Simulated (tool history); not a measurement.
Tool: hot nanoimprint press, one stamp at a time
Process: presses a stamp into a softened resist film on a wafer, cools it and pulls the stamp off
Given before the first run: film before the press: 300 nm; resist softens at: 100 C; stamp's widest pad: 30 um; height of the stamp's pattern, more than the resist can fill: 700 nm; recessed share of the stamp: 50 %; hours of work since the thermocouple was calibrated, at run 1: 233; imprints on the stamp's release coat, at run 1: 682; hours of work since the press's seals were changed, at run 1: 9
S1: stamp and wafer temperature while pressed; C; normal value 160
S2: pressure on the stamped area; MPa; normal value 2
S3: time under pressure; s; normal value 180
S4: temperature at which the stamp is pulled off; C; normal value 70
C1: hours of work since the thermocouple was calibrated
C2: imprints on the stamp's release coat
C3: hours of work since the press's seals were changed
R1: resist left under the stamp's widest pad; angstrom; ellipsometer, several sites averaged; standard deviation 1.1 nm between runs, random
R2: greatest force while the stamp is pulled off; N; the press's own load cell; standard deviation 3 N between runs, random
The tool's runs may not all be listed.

run,day,S1,S2,S3,S4,C1,C2,C3,R1,R2
1,0,160,2,180,70,233,682,9,1637,181
2,0.412,160,2,180,58,240,723,16,1621,199
3,0.85,160,2,180,58,248,766,23,1627,201
4,1.125,160,2,180,58,252,793,28,1633,203
5,1.317,160,2,180,58,255,812,31,1636,203
6,1.658,160,2,180,70,261,846,37,1634,177
7,1.908,160,2,180,70,265,870,41,1631,183
8,2.204,160,2,180,70,270,899,46,1645,177
# day 2.367: plate thermocouple calibrated
9,2.621,160,2,111,70,4,928,51,1854,183
10,2.988,163,2,111,70,10,964,57,1673,185
11,3.2,163,1.86,132,70,14,985,60,1652,183
12,3.629,163,1.86,132,70,21,1028,68,1636,183
13,4.033,153,3.11,179,67,28,1067,74,1735,188
# day 4.512: stamp cleaned and given a new release coat
# day 4.733: plate thermocouple calibrated, once more
14,4.758,153,3.11,179,67,0,12,80,1829,170
15,5.117,164,2,180,76,6,47,86,1457,147
16,5.396,164,2,180,76,11,75,91,1443,155
17,5.829,157,2,165,70,18,118,98,1926,164

3 ways to go on from here, each from the tool as it stands after run 17. What would each give?
A,6.288,157,1.94,103,70,26,163,106,?,?
B,6.288,158,2,303,71,26,163,106,?,?
C,6.288,165,2.11,139,70,26,163,106,?,?

run,R1,R2
A,2191,171
B,1560,166
C,1474,170
With no hidden state in the tool, these same runs would have given:
run,R1,R2
A,2187,167
B,1556,163
C,1470,167
